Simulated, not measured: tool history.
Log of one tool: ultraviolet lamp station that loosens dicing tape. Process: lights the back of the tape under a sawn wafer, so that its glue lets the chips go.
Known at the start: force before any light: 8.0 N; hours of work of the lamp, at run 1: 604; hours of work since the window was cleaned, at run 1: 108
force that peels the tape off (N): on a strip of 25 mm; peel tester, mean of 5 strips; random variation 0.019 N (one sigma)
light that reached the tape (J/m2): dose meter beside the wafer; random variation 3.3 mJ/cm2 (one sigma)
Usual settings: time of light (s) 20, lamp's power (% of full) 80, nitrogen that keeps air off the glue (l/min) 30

run,hour,time of light (s),lamp's power (% of full),nitrogen that keeps air off the glue (l/min),hours of work of the lamp,hours of work since the window was cleaned,force that peels the tape off (N),light that reached the tape (J/m2)
1,0.0,20,80,30,604,108,1.635,3710
2,15.0,20,80,18,615,119,2.202,3670
3,32.6,20,80,30,627,132,1.640,3610
4,44.0,20,80,30,636,140,1.748,3550
5,64.5,37,80,30,650,154,0.595,6450
6,88.2,37,80,30,667,171,0.619,6410
7,101.9,37,80,30,677,181,0.655,6250
8,123.5,15,80,30,693,197,2.679,2490
9,134.8,15,80,30,701,205,2.644,2470
10,158.5,20,80,45,718,222,1.533,3290
11,173.5,20,80,45,728,232,1.547,3240
12,185.9,20,80,45,737,241,1.609,3130
13,200.4,20,81,45,748,252,1.649,3210
14,223.2,20,66,30,764,268,2.607,2530
15,245.9,20,66,30,780,284,2.612,2480
16,266.2,20,96,23,795,299,1.923,3600
17,280.6,13,74,23,805,309,3.880,1770
18,291.5,13,74,12,813,317,4.689,1740
19,311.5,33,82,30,827,331,1.029,4860
20,325.5,33,82,30,837,342,1.085,4860
21,337.2,11,68,39,846,350,4.299,1290
22,353.5,11,68,39,857,362,4.135,1280
# hour 366.2: window cleaned of glue's vapour
23,367.2,11,68,39,867,1,3.752,1520
24,378.1,20,71,11,875,9,3.347,2880

Forecast run 25:
25,400.4,20,71,11,891,24,?,?

Run 25 gave force that peels the tape off (N) 3.495, light that reached the tape (J/m2) 2850.
Without the tool's hidden state the same run would have given force that peels the tape off (N) 2.116, light that reached the tape (J/m2) 4670.
